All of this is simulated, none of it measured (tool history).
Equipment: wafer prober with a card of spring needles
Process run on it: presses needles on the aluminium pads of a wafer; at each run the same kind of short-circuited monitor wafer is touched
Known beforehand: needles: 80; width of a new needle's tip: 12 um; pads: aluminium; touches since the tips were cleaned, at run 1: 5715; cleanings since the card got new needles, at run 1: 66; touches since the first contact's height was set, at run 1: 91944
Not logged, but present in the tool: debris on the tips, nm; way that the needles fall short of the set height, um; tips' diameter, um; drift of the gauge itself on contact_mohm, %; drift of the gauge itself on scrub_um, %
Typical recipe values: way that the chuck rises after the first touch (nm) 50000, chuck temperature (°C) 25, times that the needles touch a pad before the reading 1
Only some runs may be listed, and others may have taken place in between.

run    hour  way that the chuck rises after the first touch (nm)  chuck temperature (°C)  times that the needles touch a pad before the reading  touches since the tips were cleaned  cleanings since the card got new needles  touches since the first contact's height was set  resistance of one needle with its contact and lead (mohm)  way that a needle slides on the pad (nm)
  1       0                                                50000                      25                                                      1                                 5715                                        66                                             91944                                                        675                                      8630
        3.1  -- tips cleaned on abrasive film
       18.3  -- tips cleaned on abrasive film
       21.6  -- height of the first contact set anew
       33.6  -- tips cleaned on abrasive film
       45.7  -- tips cleaned on abrasive film
  2      52                                                50000                      25                                                      1                                 3260                                        70                                             15719                                                        630                                      8400
       58.1  -- tips cleaned on abrasive film
       73.3  -- tips cleaned on abrasive film
       88.5  -- tips cleaned on abrasive film
  3    98.2                                                50000                      67                                                      1                                 5055                                        73                                             39591                                                        702                                      8360
      101.3  -- tips cleaned on abrasive film
      116.5  -- tips cleaned on abrasive film
      131.6  -- tips cleaned on abrasive film
  4     135                                                54000                      67                                                      1                                 1776                                        76                                             58615                                                        453                                      8950
        144  -- tips cleaned on abrasive film
      159.2  -- tips cleaned on abrasive film
      162.5  -- height of the first contact set anew, once more
      174.6  -- tips cleaned on abrasive film
      189.8  -- tips cleaned on abrasive film
  5   197.4                                                59000                      67                                                      1                                 3967                                        80                                             18077                                                        532                                     10400
      203.6  -- tips cleaned on abrasive film
      218.7  -- tips cleaned on abrasive film
  6   227.8                                                59000                      67                                                      1                                 4711                                        82                                             33763                                                        545                                     10370
      233.8  -- tips cleaned on abrasive film
      248.9  -- tips cleaned on abrasive film
  7     260                                                59000                     103                                                      1                                 5776                                        84                                             50449                                                        573                                     10350
      263.2  -- tips cleaned on abrasive film
      278.2  -- tips cleaned on abrasive film
      290.3  -- tips cleaned on abrasive film
      305.5  -- tips cleaned on abrasive film
  8   306.6                                                50000                      25                                                      1                                  546                                        88                                             74446                                                        374                                      8640
      318.7  -- tips cleaned on abrasive film
      333.8  -- tips cleaned on abrasive film
      348.7  -- tips cleaned on abrasive film
  9   348.7                                                50000                      25                                                      1                                    0                                        91                                             96200                                                        292                                      8620
      363.8  -- tips cleaned on abrasive film
      364.1  -- height of the first contact set anew
      379.1  -- tips cleaned on abrasive film
      391.2  -- tips cleaned on abrasive film
 10   391.4                                                50000                      25                                                      1                                   82                                        94                                             14071                                                        313                                      8840
      403.5  -- tips cleaned on abrasive film
      418.6  -- tips cleaned on abrasive film
      433.7  -- tips cleaned on abrasive film
      448.9  -- tips cleaned on abrasive film
 11   450.3                                                50000                      25                                                      1                                  745                                        98                                             44539                                                        386                                      8730
      462.5  -- tips cleaned on abrasive film
      477.6  -- tips cleaned on abrasive film
      492.8  -- tips cleaned on abrasive film
 12   499.4                                                43000                      25                                                      1                                 3422                                       101                                             69911                                                        841                                      7410
      505.5  -- tips cleaned on abrasive film
      520.7  -- tips cleaned on abrasive film
      535.8  -- tips cleaned on abrasive film
      549.4  -- tips cleaned on abrasive film
 13   549.4                                                50000                      25                                                      1                                    0                                       105                                             95715                                                        274                                      8580
      564.5  -- tips cleaned on abrasive film
      564.8  -- height of the first contact set anew
        577  -- tips cleaned on abrasive film
        592  -- tips cleaned on abrasive film
 14   603.6                                                57000                      52                                                      2                                 6035                                       108                                             20052                                                        486                                     10040
      606.7  -- tips cleaned on abrasive film
      621.6  -- tips cleaned on abrasive film
      636.7  -- tips cleaned on abrasive film
        649  -- tips cleaned on abrasive film
 15     649                                                45000                      52                                                      1                                    0                                       112                                             43508                                                        332                                      7840
      663.9  -- tips cleaned on abrasive film
      676.1  -- tips cleaned on abrasive film
      691.3  -- tips cleaned on abrasive film
 16   700.3                                                49000                      25                                                      1                                 4695                                       115                                             70025                                                        798                                      8490
      706.4  -- tips cleaned on abrasive film
      721.6  -- tips cleaned on abrasive film
      736.7  -- tips cleaned on abrasive film
 17   748.4                                                49000                      25                                                      1                                 6078                                       118                                             94915                                                        825                                      8450
      751.5  -- tips cleaned on abrasive film
      763.9  -- height of the first contact set anew
        767  -- tips cleaned on abrasive film
      782.2  -- tips cleaned on abrasive film
      795.2  -- tips cleaned on abrasive film
 18   795.2                                                49000                      25                                                      1                                    0                                       122                                             16126                                                        301                                      8650
      810.3  -- tips cleaned on abrasive film
      825.5  -- tips cleaned on abrasive film
      840.5  -- tips cleaned on abrasive film
      852.6  -- tips cleaned on abrasive film
 19   861.9                                                43000                      25                                                      1                                 4850                                       126                                             50661                                                        913                                      7480
        865  -- tips cleaned on abrasive film
      880.2  -- tips cleaned on abrasive film
      895.1  -- tips cleaned on abrasive film
 20   897.4                                                43000                      25                                                      1                                 1198                                       129                                             68973                                                        586                                      7410
      909.6  -- tips cleaned on abrasive film
      924.7  -- tips cleaned on abrasive film
      939.9  -- tips cleaned on abrasive film
      954.9  -- tips cleaned on abrasive film
 21   954.9                                                43000                      30                                                      1                                    0                                       133                                             98672                                                        346                                      7330
      964.2  -- height of the first contact set anew
      967.4  -- tips cleaned on abrasive film
      982.5  -- tips cleaned on abrasive film
      997.7  -- tips cleaned on abrasive film
 22  1006.7                                                56000                      29                                                      3                                 4700                                       136                                             21945                                                        406                                      9880
     1012.8  -- tips cleaned on abrasive film
     1027.6  -- tips cleaned on abrasive film
     1042.8  -- tips cleaned on abrasive film
       1058  -- tips cleaned on abrasive film
 23  1062.9                                                58000                      70                                                      1                                 2586                                       140                                             50998                                                        585                                     10140
     1072.1  -- tips cleaned on abrasive film
     1087.2  -- tips cleaned on abrasive film
     1099.4  -- tips cleaned on abrasive film
 24  1109.7                                                50000                     115                                                      1                                 5350                                       143                                             75162                                                        775                                      8680
     1112.8  -- tips cleaned on abrasive film
       1128  -- tips cleaned on abrasive film
     1143.1  -- tips cleaned on abrasive film
     1158.3  -- tips cleaned on abrasive film
     1164.6  -- height of the first contact set anew
 25  1164.9                                                50000                     115                                                      1                                 3285                                       147                                               150                                                        707                                      8850
       1171  -- tips cleaned on abrasive film
     1183.2  -- tips cleaned on abrasive film
     1198.3  -- tips cleaned on abrasive film
 26  1204.9                                                40000                      25                                                      1                                 3436                                       150                                             20825                                                       1068                                      7030

3 options for the next run, each taken on its own from the tool as it stands now. Forecast them:
     1211  -- tips cleaned on abrasive film
     1226.2  -- tips cleaned on abrasive film
  A  1238                                                38000                      25                                                      1                                 6109                                       152                                             37908                                                          ?                                         ?
     1211  -- tips cleaned on abrasive film
     1226.2  -- tips cleaned on abrasive film
  B  1238                                                69000                      25                                                      1                                 6109                                       152                                             37908                                                          ?                                         ?
     1211  -- tips cleaned on abrasive film
     1226.2  -- tips cleaned on abrasive film
  C  1238                                                46000                      25                                                      2                                 6109                                       152                                             37908                                                          ?                                         ?

run  resistance of one needle with its contact and lead (mohm)  way that a needle slides on the pad (nm)
  A                                                       1325                                      6610
  B                                                        589                                     12150
  C                                                        692                                      8050
The same runs, with their run-to-run variation unchanged, on a tool lacking any hidden condition would have given:
run  resistance of one needle with its contact and lead (mohm)  way that a needle slides on the pad (nm)
  A                                                        247                                      6720
  B                                                        240                                     12260
  C                                                        243                                      8150
